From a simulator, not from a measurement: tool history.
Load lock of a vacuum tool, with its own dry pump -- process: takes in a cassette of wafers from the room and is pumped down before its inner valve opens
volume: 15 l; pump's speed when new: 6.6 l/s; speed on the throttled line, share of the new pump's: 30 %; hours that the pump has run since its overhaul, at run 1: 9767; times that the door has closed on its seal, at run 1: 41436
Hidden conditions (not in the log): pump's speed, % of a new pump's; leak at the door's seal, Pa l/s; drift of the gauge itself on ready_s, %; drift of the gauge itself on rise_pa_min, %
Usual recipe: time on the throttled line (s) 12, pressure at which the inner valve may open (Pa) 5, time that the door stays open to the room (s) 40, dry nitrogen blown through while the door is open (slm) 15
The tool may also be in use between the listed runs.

run,day,time on the throttled line (s),pressure at which the inner valve may open (Pa),time that the door stays open to the room (s),dry nitrogen blown through while the door is open (slm),hours that the pump has run since its overhaul,times that the door has closed on its seal,"incoming humidity of the room's air, %",time from the closed door until the inner valve may open (s),rise of the pressure with all valves shut (Pa/min)
1,0.000,12,5,40,15,9767,41436,42.2,31.8,0.084
2,8.858,12,5,40,15,9980,42436,43.6,32.2,0.088
3,21.308,12,5,40,15,10278,43842,46.1,32.1,0.088
4,28.162,12,5,40,15,10443,44616,43.2,31.7,0.093
5,34.288,12,5,40,15,10590,45308,44.5,32.1,0.090
6,48.879,12,6,40,15,10940,46956,49.2,31.5,0.099
7,60.521,12,6,40,15,11220,48270,45.7,31.7,0.098
8,69.850,12,6,40,15,11443,49324,48.1,31.6,0.103
9,82.067,12,5,40,4,11737,50704,44.3,32.3,0.129
10,90.075,12,5,40,4,11929,51608,46.0,32.1,0.128
11,101.292,12,5,40,15,12198,52875,44.8,32.1,0.110
12,108.312,12,5,40,15,12367,53668,45.4,32.2,0.106
13,121.488,12,5,40,15,12683,55156,42.4,32.1,0.111
14,136.246,12,5,40,15,13037,56822,43.0,32.3,0.113
15,143.912,19,5,40,15,13221,57688,40.0,37.1,0.119
16,152.588,6,5,40,20,13429,58668,42.3,28.2,0.112
17,163.642,6,5,40,20,13694,59916,42.3,28.2,0.113
18,172.988,22,5,140,20,13919,60972,44.3,39.6,0.147
19,185.392,9,4,131,38,14217,62373,42.4,31.1,0.131
20,195.983,10,5,88,7,14471,63569,45.6,31.3,0.171
21,208.038,10,5,88,7,14760,64930,44.3,31.3,0.172
22,220.662,10,5,88,7,15063,66356,46.3,31.1,0.186
23,231.542,10,5,88,7,15324,67584,45.1,31.3,0.177
24,240.529,10,5,88,7,15540,68599,43.5,31.3,0.180
25,251.729,8,4,44,5,15809,69864,45.5,30.8,0.180
# day 260.262: door's seal changed, seat wiped
26,264.250,8,4,44,5,16108,450,45.6,30.6,0.058
27,273.575,12,5,64,12,16331,1503,44.4,32.7,0.046
28,285.825,7,7,67,18,16625,2886,44.1,28.4,0.040
29,292.025,18,5,40,9,16774,3587,43.4,36.6,0.042

Entry by entry between the runs, the difference in hidden state between the last listed run before and the first listed run after:
After run 25, before run 26: door's seal changed, seat wiped (day 260.262)
  pump's speed, % of a new pump's: 92.7 -> 92.6; leak at the door's seal, Pa l/s: 0.0305 -> 0.0013
  measured value less the no-hidden-state value, time from the closed door until the inner valve may open (s): +1.7 -> +1.8; rise of the pressure with all valves shut (Pa/min): +0.115 -> -0.003
